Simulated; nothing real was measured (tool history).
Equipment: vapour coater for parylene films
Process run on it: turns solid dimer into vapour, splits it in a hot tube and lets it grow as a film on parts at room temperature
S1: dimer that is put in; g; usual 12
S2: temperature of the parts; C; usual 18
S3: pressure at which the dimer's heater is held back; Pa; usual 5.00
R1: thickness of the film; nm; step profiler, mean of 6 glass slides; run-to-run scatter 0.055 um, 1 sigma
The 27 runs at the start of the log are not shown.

{"run": 28, "day": 34.967, "S1": 12, "S2": 27, "S3": 11.42, "R1": 5030}
{"run": 29, "day": 35.838, "S1": 20, "S2": 27, "S3": 11.42, "R1": 8250}
{"run": 30, "day": 36.642, "S1": 8, "S2": 15, "S3": 3.29, "R1": 4970}
{"run": 31, "day": 38.2, "S1": 8, "S2": 15, "S3": 3.29, "R1": 4960}
{"run": 32, "day": 39.529, "S1": 22, "S2": 16, "S3": 6.69, "R1": 12070}
{"run": 33, "day": 40.796, "S1": 22, "S2": 16, "S3": 6.69, "R1": 11940}
{"run": 34, "day": 42.067, "S1": 22, "S2": 16, "S3": 6.69, "R1": 12080}
{"run": 35, "day": 43.617, "S1": 9, "S2": 18, "S3": 8.43, "R1": 4540}
{"run": 36, "day": 44.696, "S1": 12, "S2": 29, "S3": 4.4, "R1": 5330}

What if the next run were any one of these 3? Each begins from the tool's condition after run 36:
{"day": 45.142, "done": "trap's valve overhauled"}
{"run": "A", "day": 45.654, "S1": 12, "S2": 14, "S3": 5.0, "R1": "?"}
{"day": 45.142, "done": "trap's valve overhauled"}
{"run": "B", "day": 45.654, "S1": 12, "S2": 18, "S3": 7.22, "R1": "?"}
{"day": 45.142, "done": "trap's valve overhauled"}
{"run": "C", "day": 45.654, "S1": 10, "S2": 18, "S3": 5.0, "R1": "?"}

run=A R1=8070
run=B R1=7100
run=C R1=6290
Without the tool's unlogged condition, the same runs would have read:
run=A R1=8190
run=B R1=7210
run=C R1=6380
